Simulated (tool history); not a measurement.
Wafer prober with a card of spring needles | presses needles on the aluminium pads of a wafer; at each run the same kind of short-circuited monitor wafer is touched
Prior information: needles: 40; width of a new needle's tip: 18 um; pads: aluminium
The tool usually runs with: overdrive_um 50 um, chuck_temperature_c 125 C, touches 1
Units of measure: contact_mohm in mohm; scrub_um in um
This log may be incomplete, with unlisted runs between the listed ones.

run   hour  overdrive_um  chuck_temperature_c  touches  contact_mohm  scrub_um
  1    0.0            50                  125        1           510     10.23
       3.9  -- tips cleaned on abrasive film
      23.4  -- tips cleaned on abrasive film
  2   27.3            50                  125        1           367     10.14
      42.6  -- tips cleaned on abrasive film
      61.9  -- tips cleaned on abrasive film
  3   63.5            50                  125        1           335     10.15
      81.0  -- tips cleaned on abrasive film
  4   93.6            50                  125        1           512     10.14
     101.5  -- tips cleaned on abrasive film
     120.9  -- tips cleaned on abrasive film
  5  133.6            50                  125        2           393     10.12
     140.6  -- tips cleaned on abrasive film
  6  155.0            50                  125        2           404     10.14
     160.8  -- tips cleaned on abrasive film
     180.2  -- tips cleaned on abrasive film
  7  189.9            34                  125        1           786      6.73
     200.5  -- tips cleaned on abrasive film
     219.9  -- tips cleaned on abrasive film
  8  219.9            34                  125        1           310      6.65
     239.3  -- tips cleaned on abrasive film
  9  239.3            42                  125        2           262      8.33
     260.4  -- tips cleaned on abrasive film
 10  276.7            50                   55        1           560      9.87
     279.7  -- tips cleaned on abrasive film
 11  295.0            50                   55        1           557      9.87
     299.3  -- tips cleaned on abrasive film
     319.5  -- tips cleaned on abrasive film
 12  319.5            62                   55        1           242     12.31
     340.3  -- tips cleaned on abrasive film
     359.2  -- tips cleaned on abrasive film
 13  359.2            62                   55        1           239     12.36
     378.0  -- tips cleaned on abrasive film
 14  389.9            36                   48        1           887      6.86
     397.3  -- tips cleaned on abrasive film
     416.1  -- tips cleaned on abrasive film
 15  416.1            36                   48        3           260      6.78

Each row is a separate what-if for the run after 15, all from the same tool condition, not one after another. Results?
     436.2  -- tips cleaned on abrasive film
  A  440.5            34                   48        1             ?         ?
     436.2  -- tips cleaned on abrasive film
  B  440.5            36                   27        3             ?         ?
     436.2  -- tips cleaned on abrasive film
  C  440.5            36                   49        2             ?         ?

run  contact_mohm  scrub_um
  A           713      6.35
  B           383      6.93
  C           488      6.78
Without the tool's hidden state the same runs would have given:
run  contact_mohm  scrub_um
  A           227      6.95
  B           216      7.53
  C           223      7.37
